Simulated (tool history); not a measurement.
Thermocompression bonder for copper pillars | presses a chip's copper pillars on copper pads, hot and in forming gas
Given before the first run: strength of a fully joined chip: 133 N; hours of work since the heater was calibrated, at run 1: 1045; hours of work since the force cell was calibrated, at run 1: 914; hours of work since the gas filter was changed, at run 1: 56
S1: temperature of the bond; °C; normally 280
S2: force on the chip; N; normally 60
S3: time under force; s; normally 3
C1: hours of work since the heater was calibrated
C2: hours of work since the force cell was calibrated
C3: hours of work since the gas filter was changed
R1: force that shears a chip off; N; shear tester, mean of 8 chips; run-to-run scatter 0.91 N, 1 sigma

| run | hour | S1 | S2 | S3 | C1 | C2 | C3 | R1 |
|---|---|---|---|---|---|---|---|---|
| 1 | 0 | 280 | 60 | 3 | 1045 | 914 | 56 | 69 |
| 2 | 57.6 | 280 | 60 | 3 | 1082 | 950 | 93 | 69.8 |
| 3 | 133.7 | 280 | 60 | 3 | 1131 | 999 | 141 | 66.6 |
| 4 | 179.4 | 280 | 60 | 3 | 1160 | 1029 | 171 | 67.1 |
| 5 | 242.3 | 280 | 60 | 3 | 1200 | 1069 | 211 | 65 |
|  | 295 | forming gas filter changed |
| 6 | 317.1 | 280 | 60 | 3 | 1248 | 1116 | 14 | 71.2 |
|  | 341 | heater calibrated with a thermocouple chip |
| 7 | 401.5 | 280 | 60 | 3 | 39 | 1169 | 67 | 77.4 |
| 8 | 447.7 | 280 | 60 | 3 | 68 | 1199 | 97 | 74.4 |
| 9 | 502.9 | 280 | 60 | 3 | 104 | 1234 | 132 | 73.4 |
| 10 | 550.8 | 280 | 60 | 3 | 134 | 1265 | 163 | 73.3 |
| 11 | 605.9 | 296 | 60 | 3 | 170 | 1300 | 198 | 82.7 |
| 12 | 656.6 | 280 | 42 | 3 | 202 | 1333 | 230 | 51.7 |
|  | 683.8 | forming gas filter changed |
| 13 | 709.4 | 280 | 42 | 3 | 236 | 1366 | 16 | 58.1 |
|  | 770.1 | force cell calibrated |
| 14 | 772.4 | 280 | 42 | 3 | 275 | 1 | 56 | 56.7 |
| 15 | 846 | 280 | 42 | 3 | 322 | 49 | 103 | 56.3 |
| 16 | 900.2 | 271 | 42 | 3 | 357 | 83 | 138 | 47.7 |
| 17 | 960 | 271 | 42 | 3 | 395 | 122 | 176 | 47.4 |
|  | 1025.7 | force cell calibrated, once more |
| 18 | 1042.4 | 271 | 42 | 3 | 447 | 11 | 228 | 42.9 |
|  | 1070.6 | forming gas filter changed |
| 19 | 1121 | 271 | 42 | 3 | 497 | 61 | 32 | 44.9 |
| 20 | 1164.8 | 271 | 42 | 2 | 525 | 89 | 60 | 38.1 |
| 21 | 1208.8 | 275 | 42 | 4 | 553 | 117 | 89 | 52.8 |
| 22 | 1242 | 289 | 60 | 3 | 575 | 138 | 110 | 76.8 |
| 23 | 1323.7 | 270 | 39 | 9 | 627 | 191 | 162 | 58.2 |
| 24 | 1391.1 | 270 | 39 | 9 | 670 | 234 | 205 | 59.8 |
|  | 1455.6 | forming gas filter changed |
| 25 | 1461.9 | 270 | 39 | 7 | 715 | 279 | 4 | 58.8 |
| 26 | 1543.9 | 280 | 60 | 6 | 768 | 331 | 57 | 84.9 |
| 27 | 1613.3 | 280 | 60 | 6 | 812 | 376 | 101 | 85.2 |
| 28 | 1668.9 | 280 | 60 | 6 | 848 | 412 | 137 | 82.1 |
| 29 | 1751 | 255 | 46 | 2 | 901 | 464 | 189 | 29.5 |
| 30 | 1823.5 | 255 | 76 | 2 | 947 | 511 | 236 | 46.6 |
|  | 1838.1 | forming gas filter changed |
| 31 | 1888.1 | 255 | 76 | 2 | 988 | 552 | 32 | 51.3 |
| 32 | 1927.6 | 257 | 76 | 3 | 1013 | 577 | 57 | 60.7 |
| 33 | 1969.7 | 288 | 59 | 3 | 1040 | 604 | 84 | 72.3 |
| 34 | 2005.3 | 288 | 59 | 3 | 1063 | 627 | 107 | 72.7 |
| 35 | 2049.2 | 253 | 77 | 3 | 1091 | 655 | 135 | 54.8 |
| 36 | 2126.6 | 284 | 40 | 3 | 1141 | 704 | 185 | 46.9 |
| 37 | 2176.7 | 266 | 49 | 9 | 1173 | 737 | 217 | 65.1 |
|  | 2221.8 | forming gas filter changed |
| 38 | 2247.3 | 252 | 52 | 4 | 1218 | 781 | 16 | 44.4 |

For each entry between runs, how does the tool's hidden state at the last listed run before it compare with that at the first listed run after it?
Between runs 5 and 6: forming gas filter changed (hour 295)
  true temperature of the bond over the reading, C: -7.4 -> -7.8; force that reaches the chip, % of what is set: 103.5 -> 103.6; oxide that the forming gas leaves, % of the face: 8.56 -> 1.02
  measured less the result without the state, R1: -10.4 -> -5.1 N
Between runs 6 and 7: heater calibrated with a thermocouple chip (hour 341)
  true temperature of the bond over the reading, C: -7.8 -> -0.5; force that reaches the chip, % of what is set: 103.6 -> 103.8; oxide that the forming gas leaves, % of the face: 1.02 -> 3
  measured less the result without the state, R1: -5.1 -> -0.2 N
Between runs 12 and 13: forming gas filter changed (hour 683.8)
  true temperature of the bond over the reading, C: -1.8 -> -2; oxide that the forming gas leaves, % of the face: 9.14 -> 1.18
  measured less the result without the state, R1: -4.1 -> +0.3 N
Between runs 13 and 14: force cell calibrated (hour 770.1)
  true temperature of the bond over the reading, C: -2 -> -2.3; force that reaches the chip, % of what is set: 104.3 -> 107.5; oxide that the forming gas leaves, % of the face: 1.18 -> 2.57
  measured less the result without the state, R1: +0.3 -> +0.7 N
Between runs 17 and 18: force cell calibrated, once more (hour 1025.7)
  true temperature of the bond over the reading, C: -3.2 -> -3.6; force that reaches the chip, % of what is set: 107.8 -> 100.6; oxide that the forming gas leaves, % of the face: 7.42 -> 9.31
  measured less the result without the state, R1: -2.4 -> -6.5 N
Between runs 18 and 19: forming gas filter changed (hour 1070.6)
  true temperature of the bond over the reading, C: -3.6 -> -4; force that reaches the chip, % of what is set: 100.6 -> 100.7; oxide that the forming gas leaves, % of the face: 9.31 -> 1.76
  measured less the result without the state, R1: -6.5 -> -3.1 N
Between runs 24 and 25: forming gas filter changed (hour 1455.6)
  true temperature of the bond over the reading, C: -5.4 -> -5.8; force that reaches the chip, % of what is set: 101.2 -> 101.3; oxide that the forming gas leaves, % of the face: 8.54 -> 0.72
  measured less the result without the state, R1: -9.3 -> -4.3 N
Between runs 30 and 31: forming gas filter changed (hour 1838.1)
  true temperature of the bond over the reading, C: -7.6 -> -7.9; force that reaches the chip, % of what is set: 101.9 -> 102.1; oxide that the forming gas leaves, % of the face: 9.72 -> 1.85
  measured less the result without the state, R1: -10.2 -> -6.4 N
Between runs 37 and 38: forming gas filter changed (hour 2221.8)
  true temperature of the bond over the reading, C: -9.4 -> -9.8; force that reaches the chip, % of what is set: 102.6 -> 102.7; oxide that the forming gas leaves, % of the face: 8.94 -> 1.19
  measured less the result without the state, R1: -13.2 -> -6.6 N
